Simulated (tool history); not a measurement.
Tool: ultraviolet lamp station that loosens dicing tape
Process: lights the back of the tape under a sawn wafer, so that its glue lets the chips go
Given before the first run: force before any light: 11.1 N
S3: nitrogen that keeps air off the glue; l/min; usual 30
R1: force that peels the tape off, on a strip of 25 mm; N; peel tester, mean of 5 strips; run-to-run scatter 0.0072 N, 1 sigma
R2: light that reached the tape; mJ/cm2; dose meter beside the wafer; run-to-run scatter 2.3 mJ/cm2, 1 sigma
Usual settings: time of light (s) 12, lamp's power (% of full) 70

{"run": 1, "hour": 0.0, "time of light (s)": 12, "lamp's power (% of full)": 70, "S3": 30, "R1": 0.402, "R2": 203}
{"run": 2, "hour": 28.1, "time of light (s)": 12, "lamp's power (% of full)": 70, "S3": 30, "R1": 0.414, "R2": 203}
{"run": 3, "hour": 51.8, "time of light (s)": 12, "lamp's power (% of full)": 70, "S3": 30, "R1": 0.446, "R2": 201}
{"run": 4, "hour": 79.5, "time of light (s)": 12, "lamp's power (% of full)": 70, "S3": 30, "R1": 0.446, "R2": 202}
{"run": 5, "hour": 93.1, "time of light (s)": 11, "lamp's power (% of full)": 70, "S3": 30, "R1": 0.557, "R2": 183}
{"run": 6, "hour": 120.0, "time of light (s)": 11, "lamp's power (% of full)": 70, "S3": 30, "R1": 0.596, "R2": 179}
{"run": 7, "hour": 141.4, "time of light (s)": 12, "lamp's power (% of full)": 70, "S3": 30, "R1": 0.466, "R2": 192}
{"run": 8, "hour": 159.1, "time of light (s)": 12, "lamp's power (% of full)": 70, "S3": 30, "R1": 0.492, "R2": 194}
{"run": 9, "hour": 187.8, "time of light (s)": 12, "lamp's power (% of full)": 70, "S3": 30, "R1": 0.492, "R2": 189}
{"run": 10, "hour": 200.3, "time of light (s)": 12, "lamp's power (% of full)": 75, "S3": 30, "R1": 0.43, "R2": 201}
{"run": 11, "hour": 219.6, "time of light (s)": 9, "lamp's power (% of full)": 63, "S3": 10, "R1": 2.842, "R2": 127}
{"run": 12, "hour": 239.6, "time of light (s)": 9, "lamp's power (% of full)": 63, "S3": 10, "R1": 2.881, "R2": 129}
{"run": 13, "hour": 265.4, "time of light (s)": 9, "lamp's power (% of full)": 76, "S3": 48, "R1": 0.586, "R2": 153}
{"hour": 267.5, "done": "window cleaned of glue's vapour"}
{"run": 14, "hour": 291.0, "time of light (s)": 6, "lamp's power (% of full)": 63, "S3": 49, "R1": 2.477, "R2": 74}
{"run": 15, "hour": 302.7, "time of light (s)": 11, "lamp's power (% of full)": 70, "S3": 30, "R1": 0.934, "R2": 148}

Run 16 is up next; what results do you expect?
{"run": 16, "hour": 318.0, "time of light (s)": 12, "lamp's power (% of full)": 70, "S3": 21, "R1": "?", "R2": "?"}

{"run 16": {"R1": 1.068, "R2": 163}}
Without the tool's hidden state the same run would have given R1 0.384 N, R2 243 mJ/cm2.

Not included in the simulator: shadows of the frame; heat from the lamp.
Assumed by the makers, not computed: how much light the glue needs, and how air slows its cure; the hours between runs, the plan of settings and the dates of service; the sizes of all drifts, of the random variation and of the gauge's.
